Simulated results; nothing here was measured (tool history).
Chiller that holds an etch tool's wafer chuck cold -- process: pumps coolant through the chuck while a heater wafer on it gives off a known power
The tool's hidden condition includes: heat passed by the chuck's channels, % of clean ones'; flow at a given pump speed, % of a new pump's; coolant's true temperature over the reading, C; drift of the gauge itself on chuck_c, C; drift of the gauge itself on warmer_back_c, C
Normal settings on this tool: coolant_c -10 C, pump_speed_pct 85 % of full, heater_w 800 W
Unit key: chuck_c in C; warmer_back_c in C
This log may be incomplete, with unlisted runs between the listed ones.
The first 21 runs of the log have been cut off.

run     day  coolant_c  pump_speed_pct  heater_w  hours since the coolant was changed and the channels were flushed  hours since the pump was overhauled  hours since the chiller's thermometer was calibrated  chuck_c  warmer_back_c
 22  36.329        -12              84       599                                                               2236                                 1437                                                  3454     -7.4           1.33
 23  37.883        -12              84       599                                                               2273                                 1474                                                  3491     -7.4           1.33
 24  39.546        -16              79       625                                                               2313                                 1514                                                  3531    -11.1           1.47
 25  41.396        -16              85      1199                                                               2357                                 1558                                                  3576     -7.4           2.64
 26  43.183         -3              85       800                                                               2400                                 1601                                                  3618        3           1.76
 27  45.812        -19              85       486                                                               2463                                 1664                                                  3682    -15.2           1.05
 28  48.212        -16             100       424                                                               2521                                 1722                                                  3739    -12.8            0.8
 29   49.45        -16              61       748                                                               2550                                 1751                                                  3769     -8.9           2.27
 30  50.738          0              72       892                                                               2581                                 1782                                                  3800      7.4            2.3
 31  52.583         -6              85       477                                                               2626                                 1827                                                  3844       -2           1.07

4 ways to go on from here, each from the tool as it stands after run 31. What would each give?
  A  54.958        -11              85       477                                                               2683                                 1884                                                  3901        ?              ?
  B  54.958        -17              67       713                                                               2683                                 1884                                                  3901        ?              ?
  C  54.958        -19              64       477                                                               2683                                 1884                                                  3901        ?              ?
  D  54.958        -14              62       477                                                               2683                                 1884                                                  3901        ?              ?

run  chuck_c  warmer_back_c
  A       -7           1.06
  B    -10.6              2
  C    -14.3           1.39
  D     -9.2           1.44
What these runs would have given with no unlogged condition in the tool:
run  chuck_c  warmer_back_c
  A     -8.3           1.01
  B    -12.2           1.92
  C    -15.6           1.33
  D    -10.5           1.38

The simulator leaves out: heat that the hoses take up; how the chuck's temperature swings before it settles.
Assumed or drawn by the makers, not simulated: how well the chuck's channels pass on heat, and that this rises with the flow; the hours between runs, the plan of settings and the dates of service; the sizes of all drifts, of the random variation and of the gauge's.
